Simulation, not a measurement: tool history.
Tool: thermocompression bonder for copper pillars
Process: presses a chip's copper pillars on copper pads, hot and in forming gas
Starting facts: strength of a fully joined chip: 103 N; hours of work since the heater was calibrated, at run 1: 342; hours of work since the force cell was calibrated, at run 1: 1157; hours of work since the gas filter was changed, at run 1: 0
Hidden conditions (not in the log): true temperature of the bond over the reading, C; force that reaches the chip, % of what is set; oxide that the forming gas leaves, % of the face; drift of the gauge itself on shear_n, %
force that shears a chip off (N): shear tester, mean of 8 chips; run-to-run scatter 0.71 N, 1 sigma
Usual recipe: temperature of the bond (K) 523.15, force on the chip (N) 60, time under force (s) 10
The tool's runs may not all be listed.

| run | hour | temperature of the bond (K) | force on the chip (N) | time under force (s) | hours of work since the heater was calibrated | hours of work since the force cell was calibrated | hours of work since the gas filter was changed | force that shears a chip off (N) |
|---|---|---|---|---|---|---|---|---|
| 1 | 0 | 523.15 | 60 | 10 | 342 | 1157 | 0 | 50.3 |
| 2 | 48.1 | 523.15 | 60 | 10 | 380 | 1196 | 38 | 50.3 |
| 3 | 94.7 | 523.15 | 56 | 10 | 417 | 1233 | 76 | 46.8 |
| 4 | 119.5 | 523.15 | 56 | 10 | 437 | 1253 | 96 | 48.2 |
| 5 | 175.8 | 523.15 | 56 | 10 | 482 | 1298 | 141 | 45.9 |
| 6 | 204.4 | 523.15 | 60 | 10 | 505 | 1321 | 163 | 49.3 |
| 7 | 243.1 | 523.15 | 60 | 9 | 536 | 1352 | 194 | 46.7 |
|  | 277.6 | heater calibrated with a thermocouple chip |
| 8 | 299.4 | 523.15 | 60 | 9 | 17 | 1395 | 238 | 47.5 |
| 9 | 335.4 | 523.15 | 60 | 9 | 46 | 1424 | 267 | 49.5 |
| 10 | 379.1 | 523.15 | 60 | 9 | 81 | 1459 | 302 | 49 |
| 11 | 422.6 | 523.15 | 60 | 7 | 116 | 1494 | 336 | 43.3 |
| 12 | 477.7 | 523.15 | 60 | 10 | 160 | 1538 | 381 | 49 |
|  | 485.9 | forming gas filter changed |
| 13 | 535.5 | 523.15 | 60 | 10 | 206 | 1584 | 40 | 50.7 |
| 14 | 587 | 523.15 | 60 | 10 | 247 | 1625 | 81 | 49.1 |
| 15 | 612.9 | 523.15 | 60 | 10 | 268 | 1646 | 102 | 48.9 |
| 16 | 665.1 | 523.15 | 54 | 10 | 310 | 1687 | 143 | 45 |
| 17 | 699.9 | 523.15 | 54 | 10 | 337 | 1715 | 171 | 45.1 |
| 18 | 757.1 | 494.15 | 54 | 10 | 383 | 1761 | 217 | 26.5 |
| 19 | 811.7 | 523.15 | 60 | 10 | 427 | 1805 | 261 | 49.7 |
| 20 | 861.6 | 523.15 | 84 | 10 | 467 | 1845 | 301 | 67.6 |
| 21 | 907.4 | 523.15 | 84 | 10 | 503 | 1881 | 337 | 68 |
| 22 | 942.2 | 534.15 | 75 | 20 | 531 | 1909 | 365 | 83.2 |
|  | 970 | forming gas filter changed |
|  | 985.5 | heater calibrated with a thermocouple chip |
| 23 | 985.9 | 528.15 | 42 | 12 | 0 | 1942 | 11 | 40.5 |
| 24 | 1037.1 | 528.15 | 42 | 12 | 41 | 1983 | 52 | 38.7 |
| 25 | 1079 | 523.15 | 60 | 6 | 75 | 2016 | 86 | 41.8 |
| 26 | 1126.5 | 523.15 | 60 | 8 | 113 | 2055 | 124 | 46.4 |
| 27 | 1153.9 | 508.15 | 81 | 16 | 135 | 2076 | 146 | 62.5 |
| 28 | 1209 | 543.15 | 81 | 12 | 179 | 2120 | 190 | 84.4 |
| 29 | 1237.6 | 524.15 | 60 | 8 | 202 | 2143 | 213 | 46.8 |
| 30 | 1293.6 | 524.15 | 65 | 19 | 246 | 2188 | 257 | 66.7 |
|  | 1305.2 | force cell calibrated |
| 31 | 1341.8 | 524.15 | 60 | 17 | 284 | 29 | 295 | 60.7 |
| 32 | 1387.1 | 507.15 | 60 | 25 | 320 | 66 | 331 | 54.5 |
| 33 | 1425.5 | 543.15 | 41 | 7 | 351 | 96 | 362 | 40.3 |
|  | 1458.2 | forming gas filter changed |
| 34 | 1482 | 522.15 | 62 | 10 | 396 | 141 | 19 | 50.4 |
| 35 | 1507.3 | 540.15 | 59 | 5 | 416 | 161 | 39 | 49.5 |
| 36 | 1537.9 | 540.15 | 44 | 16 | 440 | 186 | 64 | 56.1 |
| 37 | 1575.3 | 540.15 | 44 | 16 | 470 | 216 | 94 | 53.7 |
| 38 | 1599.9 | 540.15 | 44 | 16 | 490 | 235 | 113 | 55 |

Entry by entry between the runs, the difference in hidden state between the last listed run before and the first listed run after:
In the gap between runs 7 and 8: heater calibrated with a thermocouple chip (hour 277.6)
  true temperature of the bond over the reading, C: -0.4 -> 0; oxide that the forming gas leaves, % of the face: 0.67 -> 0.71
In the gap between runs 12 and 13: forming gas filter changed (hour 485.9)
  oxide that the forming gas leaves, % of the face: 0.82 -> 0.53
In the gap between runs 22 and 23: forming gas filter changed (hour 970); heater calibrated with a thermocouple chip (hour 985.5)
  true temperature of the bond over the reading, C: -0.3 -> 0; oxide that the forming gas leaves, % of the face: 0.8 -> 0.51
In the gap between runs 30 and 31: force cell calibrated (hour 1305.2)
  force that reaches the chip, % of what is set: 99.9 -> 100; oxide that the forming gas leaves, % of the face: 0.72 -> 0.76
In the gap between runs 33 and 34: forming gas filter changed (hour 1458.2)
  true temperature of the bond over the reading, C: -0.2 -> -0.3; oxide that the forming gas leaves, % of the face: 0.8 -> 0.52
